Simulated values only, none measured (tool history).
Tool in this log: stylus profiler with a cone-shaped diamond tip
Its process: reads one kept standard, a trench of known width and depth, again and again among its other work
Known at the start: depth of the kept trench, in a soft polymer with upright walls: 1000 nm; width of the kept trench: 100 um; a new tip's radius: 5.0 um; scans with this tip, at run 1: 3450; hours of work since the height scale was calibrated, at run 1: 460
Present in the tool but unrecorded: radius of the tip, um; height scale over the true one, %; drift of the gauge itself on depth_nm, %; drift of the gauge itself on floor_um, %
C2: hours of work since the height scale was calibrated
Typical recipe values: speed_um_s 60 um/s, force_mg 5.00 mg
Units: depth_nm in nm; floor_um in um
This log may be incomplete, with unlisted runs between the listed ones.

run 1 hour=0.0 | speed_um_s=60 force_mg=5.00 | scans_with_this_tip=3450 C2=460 | depth_nm=1011.50 floor_um=92.83
run 2 hour=51.6 | speed_um_s=60 force_mg=5.00 | scans_with_this_tip=3637 C2=485 | depth_nm=1011.47 floor_um=92.71
run 3 hour=83.1 | speed_um_s=60 force_mg=7.32 | scans_with_this_tip=3752 C2=500 | depth_nm=1015.02 floor_um=92.70
run 4 hour=111.8 | speed_um_s=60 force_mg=7.32 | scans_with_this_tip=3856 C2=514 | depth_nm=1014.95 floor_um=92.62
run 5 hour=158.4 | speed_um_s=60 force_mg=7.32 | scans_with_this_tip=4025 C2=537 | depth_nm=1014.66 floor_um=92.61
-- hour=162.2 height scale calibrated on a step standard
run 6 hour=220.7 | speed_um_s=60 force_mg=5.00 | scans_with_this_tip=4250 C2=28 | depth_nm=1011.04 floor_um=92.56
run 7 hour=253.2 | speed_um_s=30 force_mg=2.15 | scans_with_this_tip=4368 C2=44 | depth_nm=1005.20 floor_um=92.51
run 8 hour=284.0 | speed_um_s=170 force_mg=12.53 | scans_with_this_tip=4480 C2=59 | depth_nm=1021.24 floor_um=92.37
run 9 hour=352.9 | speed_um_s=18 force_mg=4.80 | scans_with_this_tip=4730 C2=92 | depth_nm=1010.21 floor_um=92.49
run 10 hour=406.3 | speed_um_s=21 force_mg=5.52 | scans_with_this_tip=4925 C2=118 | depth_nm=1011.20 floor_um=92.38
run 11 hour=446.2 | speed_um_s=21 force_mg=5.52 | scans_with_this_tip=5070 C2=138 | depth_nm=1011.60 floor_um=92.42
run 12 hour=504.5 | speed_um_s=119 force_mg=3.23 | scans_with_this_tip=5281 C2=166 | depth_nm=1007.12 floor_um=92.08

What if the next run were any one of these 5? Each begins from the tool's condition after run 12:
-- hour=516.0 height scale calibrated on a step standard, once more
run A hour=573.2 | speed_um_s=191 force_mg=8.70 | scans_with_this_tip=5529 C2=28 | depth_nm=? floor_um=?
-- hour=516.0 height scale calibrated on a step standard, once more
run B hour=573.2 | speed_um_s=147 force_mg=10.01 | scans_with_this_tip=5529 C2=28 | depth_nm=? floor_um=?
-- hour=516.0 height scale calibrated on a step standard, once more
run C hour=573.2 | speed_um_s=77 force_mg=7.47 | scans_with_this_tip=5529 C2=28 | depth_nm=? floor_um=?
-- hour=516.0 height scale calibrated on a step standard, once more
run D hour=573.2 | speed_um_s=202 force_mg=3.76 | scans_with_this_tip=5529 C2=28 | depth_nm=? floor_um=?
-- hour=516.0 height scale calibrated on a step standard, once more
run E hour=573.2 | speed_um_s=33 force_mg=10.34 | scans_with_this_tip=5529 C2=28 | depth_nm=? floor_um=?

run=A depth_nm=1018.35 floor_um=92.07
run=B depth_nm=1020.50 floor_um=92.15
run=C depth_nm=1016.47 floor_um=92.20
run=D depth_nm=1010.53 floor_um=91.84
run=E depth_nm=1020.69 floor_um=92.28
Without the tool's hidden state the same runs would have given:
run=A depth_nm=1018.51 floor_um=93.76
run=B depth_nm=1020.66 floor_um=93.84
run=C depth_nm=1016.63 floor_um=93.88
run=D depth_nm=1010.69 floor_um=93.52
run=E depth_nm=1020.85 floor_um=93.97
